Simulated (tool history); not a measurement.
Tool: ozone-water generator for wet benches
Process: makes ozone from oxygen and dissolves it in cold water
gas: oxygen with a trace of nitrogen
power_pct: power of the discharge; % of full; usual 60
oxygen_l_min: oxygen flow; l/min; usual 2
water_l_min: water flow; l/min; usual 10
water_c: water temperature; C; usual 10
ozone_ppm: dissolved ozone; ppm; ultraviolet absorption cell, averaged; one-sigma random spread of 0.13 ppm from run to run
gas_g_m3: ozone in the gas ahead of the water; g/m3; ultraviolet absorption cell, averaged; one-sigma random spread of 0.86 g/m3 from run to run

run	hour	power_pct	oxygen_l_min	water_l_min	water_c	ozone_ppm	gas_g_m3
1	0	60	2	10	10	13.7	136.5
2	50.5	60	2	10	10	13.6	136
3	110.9	60	2	10	6	14.1	136
4	140.4	60	2	10	6	13.9	136.9
5	173.5	60	2	10	6	14.1	136.8
6	224.5	60	2	10	10	13.7	136.5
7	269.7	60	2	10	10	13.3	135.7
8	309.5	60	2	10	10	13.4	135.6
9	352.9	60	1.63	10	10	13	148.3
10	396.2	60	1.63	10	10	12.7	145.6
11	433.8	60	1.63	10	10	12.6	147.9
12	464.4	60	1.23	10	13	11.4	164.6
13	526	60	3.07	8	10	17.6	113.3
14	571.6	82	3.07	7	5	25.3	138.5
15	600.2	91	3.47	9	16	18.7	140.9
16	645.2	91	3.47	9	16	18.9	140.6
17	688	91	3.47	9	16	19	138.9
18	723.9	98	2.42	7	7	26.8	169.3
19	756.6	98	2.42	7	7	26.6	167.5
20	784.2	98	3.21	7	7	27.5	149.9
21	844	60	1.05	10	15	10.4	175.1
22	870.6	60	1.5	10	14	11.9	150.5

Had the tool no unlogged condition, and each run kept its random variation, what would the results have been?
Hidden state present: yield of the discharge, % of new electrodes'; contactor's efficiency, % of a clean one's; true water temperature over the reading, C; drift of the gauge itself on ozone_ppm, %; drift of the gauge itself on gas_g_m3, %.
run	ozone_ppm	gas_g_m3
1	14.3	139.4
2	14.2	139
3	14.7	139.2
4	14.6	140.2
5	14.8	140.2
6	14.3	139.9
7	14	139.2
8	14.1	139.3
9	13.7	152.4
10	13.4	149.8
11	13.3	152.2
12	12	169.5
13	18.6	116.8
14	26.9	143.8
15	20	146.7
16	20.2	146.6
17	20.3	145
18	28.6	177.1
19	28.5	175.3
20	29.5	157.1
21	11.1	181.5
22	12.7	156.1

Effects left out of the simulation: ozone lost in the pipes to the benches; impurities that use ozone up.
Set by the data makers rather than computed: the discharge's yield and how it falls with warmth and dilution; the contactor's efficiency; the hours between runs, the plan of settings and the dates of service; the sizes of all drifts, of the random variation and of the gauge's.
